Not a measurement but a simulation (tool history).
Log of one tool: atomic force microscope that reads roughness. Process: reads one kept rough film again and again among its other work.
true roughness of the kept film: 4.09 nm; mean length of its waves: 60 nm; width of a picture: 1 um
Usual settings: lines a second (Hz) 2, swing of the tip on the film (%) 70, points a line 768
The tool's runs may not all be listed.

| run | hour | lines a second (Hz) | swing of the tip on the film (%) | points a line | roughness of the kept film (nm (root mean square)) |
|---|---|---|---|---|---|
| 1 | 0 | 2 | 70 | 768 | 3.829 |
| 2 | 57.5 | 2 | 70 | 768 | 3.832 |
|  | 94.5 | new tip fitted |
| 3 | 102.6 | 2 | 70 | 768 | 3.823 |
| 4 | 173 | 2 | 70 | 549 | 3.837 |
| 5 | 226.8 | 2 | 70 | 549 | 3.831 |
| 6 | 301.6 | 2 | 61 | 768 | 3.878 |
|  | 312 | new tip fitted |
| 7 | 345 | 2 | 61 | 768 | 3.905 |
| 8 | 390.2 | 2 | 64 | 768 | 3.872 |
| 9 | 446 | 2 | 64 | 768 | 3.853 |
| 10 | 520.3 | 2 | 64 | 768 | 3.845 |
|  | 525.7 | new tip fitted |
| 11 | 566.1 | 0.68 | 70 | 768 | 3.898 |
| 12 | 628.1 | 2 | 76 | 768 | 3.781 |
| 13 | 682.7 | 2 | 76 | 768 | 3.779 |
|  | 743.1 | new tip fitted |
| 14 | 758.4 | 2 | 76 | 768 | 3.791 |
| 15 | 812.2 | 2 | 76 | 768 | 3.766 |
| 16 | 871.6 | 2 | 76 | 768 | 3.784 |
| 17 | 916.7 | 2.13 | 77 | 554 | 3.734 |
|  | 956.1 | new tip fitted |
| 18 | 987.9 | 1.56 | 77 | 554 | 3.814 |
| 19 | 1043.7 | 2.2 | 60 | 768 | 3.88 |
| 20 | 1108.8 | 2.71 | 60 | 281 | 3.852 |
|  | 1170.8 | new tip fitted |
| 21 | 1178.7 | 0.66 | 79 | 768 | 3.88 |
| 22 | 1234.4 | 1.95 | 90 | 367 | 3.613 |
| 23 | 1290.9 | 1.95 | 90 | 367 | 3.599 |
| 24 | 1339.9 | 2 | 59 | 883 | 3.9 |
|  | 1387 | new tip fitted |
| 25 | 1403.5 | 2.86 | 87 | 496 | 3.527 |
| 26 | 1478.8 | 2.86 | 87 | 496 | 3.537 |
| 27 | 1541.4 | 2.17 | 70 | 768 | 3.796 |
| 28 | 1577.2 | 0.77 | 70 | 427 | 3.918 |
|  | 1602.8 | new tip fitted |
| 29 | 1653.9 | 1.37 | 64 | 977 | 3.902 |
| 30 | 1720.8 | 2.82 | 64 | 490 | 3.817 |

Forecast each of these 5 alternatives for the next run:
| A | 1778.9 | 0.64 | 70 | 309 | ? |
| B | 1778.9 | 0.84 | 79 | 490 | ? |
| C | 1778.9 | 0.8 | 64 | 978 | ? |
| D | 1778.9 | 1.19 | 78 | 328 | ? |
| E | 1778.9 | 2 | 78 | 337 | ? |

| run | roughness of the kept film (nm (root mean square)) |
|---|---|
| A | 3.907 |
| B | 3.866 |
| C | 3.92 |
| D | 3.835 |
| E | 3.742 |
Without the tool's hidden state the same runs would have given:
| run | roughness of the kept film (nm (root mean square)) |
|---|---|
| A | 3.91 |
| B | 3.869 |
| C | 3.923 |
| D | 3.839 |
| E | 3.745 |
